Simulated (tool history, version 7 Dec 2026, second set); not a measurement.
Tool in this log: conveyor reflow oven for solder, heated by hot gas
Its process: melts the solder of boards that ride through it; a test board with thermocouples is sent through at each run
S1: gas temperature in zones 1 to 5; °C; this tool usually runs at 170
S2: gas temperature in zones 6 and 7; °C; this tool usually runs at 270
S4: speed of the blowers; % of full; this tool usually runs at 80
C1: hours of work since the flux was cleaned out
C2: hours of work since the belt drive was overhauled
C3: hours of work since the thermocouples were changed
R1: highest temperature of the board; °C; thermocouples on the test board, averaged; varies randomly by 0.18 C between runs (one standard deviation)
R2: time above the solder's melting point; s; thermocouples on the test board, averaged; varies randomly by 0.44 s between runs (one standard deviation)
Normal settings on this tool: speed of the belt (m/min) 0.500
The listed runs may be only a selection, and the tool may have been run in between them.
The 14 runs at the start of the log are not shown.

run 15 hour=289.0 | S1=170 S2=270 speed_of_the_belt_(m/min)=0.500 S4=80 | C1=152 C2=786 C3=758 | R1=259.8 R2=59.4
run 16 hour=315.3 | S1=170 S2=270 speed_of_the_belt_(m/min)=0.500 S4=57 | C1=168 C2=802 C3=774 | R1=254.0 R2=54.6
run 17 hour=329.8 | S1=170 S2=270 speed_of_the_belt_(m/min)=0.475 S4=80 | C1=176 C2=811 C3=783 | R1=260.8 R2=63.4
run 18 hour=349.3 | S1=163 S2=270 speed_of_the_belt_(m/min)=0.500 S4=51 | C1=188 C2=823 C3=795 | R1=250.3 R2=49.1
run 19 hour=368.6 | S1=182 S2=270 speed_of_the_belt_(m/min)=0.545 S4=80 | C1=200 C2=835 C3=806 | R1=259.0 R2=58.0
-- hour=377.6 thermocouples of zones 6 and 7 changed
run 20 hour=389.5 | S1=182 S2=270 speed_of_the_belt_(m/min)=0.576 S4=80 | C1=211 C2=846 C3=7 | R1=256.1 R2=53.1
run 21 hour=405.9 | S1=181 S2=272 speed_of_the_belt_(m/min)=0.576 S4=80 | C1=221 C2=856 C3=17 | R1=257.8 R2=52.9
run 22 hour=418.2 | S1=170 S2=281 speed_of_the_belt_(m/min)=0.500 S4=69 | C1=229 C2=863 C3=25 | R1=266.1 R2=62.7
run 23 hour=443.7 | S1=177 S2=261 speed_of_the_belt_(m/min)=0.568 S4=56 | C1=244 C2=879 C3=40 | R1=241.6 R2=39.9
run 24 hour=455.0 | S1=177 S2=261 speed_of_the_belt_(m/min)=0.568 S4=56 | C1=251 C2=886 C3=47 | R1=241.6 R2=40.3
run 25 hour=473.1 | S1=177 S2=261 speed_of_the_belt_(m/min)=0.568 S4=56 | C1=262 C2=897 C3=58 | R1=241.4 R2=40.1
-- hour=503.1 flux residue cleaned out of gas plates and filters
run 26 hour=504.7 | S1=177 S2=261 speed_of_the_belt_(m/min)=0.568 S4=56 | C1=1 C2=913 C3=74 | R1=242.8 R2=41.0
run 27 hour=518.7 | S1=177 S2=261 speed_of_the_belt_(m/min)=0.568 S4=56 | C1=10 C2=922 C3=83 | R1=242.9 R2=41.2
run 28 hour=542.4 | S1=170 S2=270 speed_of_the_belt_(m/min)=0.432 S4=88 | C1=24 C2=936 C3=97 | R1=264.3 R2=73.7
run 29 hour=555.2 | S1=175 S2=270 speed_of_the_belt_(m/min)=0.432 S4=88 | C1=32 C2=944 C3=105 | R1=264.8 R2=74.6
run 30 hour=568.1 | S1=175 S2=270 speed_of_the_belt_(m/min)=0.432 S4=88 | C1=40 C2=952 C3=113 | R1=264.5 R2=74.3
run 31 hour=586.6 | S1=175 S2=270 speed_of_the_belt_(m/min)=0.432 S4=88 | C1=51 C2=963 C3=124 | R1=264.6 R2=74.6
run 32 hour=612.9 | S1=175 S2=261 speed_of_the_belt_(m/min)=0.451 S4=88 | C1=67 C2=979 C3=140 | R1=255.1 R2=66.5

Predict each of these 3 candidate next runs independently; none follows another, all start after run 32:
run A hour=633.0 | S1=170 S2=270 speed_of_the_belt_(m/min)=0.559 S4=80 | C1=79 C2=991 C3=153 | R1=? R2=?
run B hour=633.0 | S1=163 S2=261 speed_of_the_belt_(m/min)=0.498 S4=83 | C1=79 C2=991 C3=153 | R1=? R2=?
run C hour=633.0 | S1=170 S2=267 speed_of_the_belt_(m/min)=0.571 S4=80 | C1=79 C2=991 C3=153 | R1=? R2=?

run=A R1=255.9 R2=51.5
run=B R1=251.2 R2=52.4
run=C R1=253.1 R2=48.3
The same runs, with their run-to-run variation unchanged, on a tool lacking any hidden condition would have given:
run=A R1=255.0 R2=49.6
run=B R1=250.3 R2=50.4
run=C R1=252.2 R2=46.5
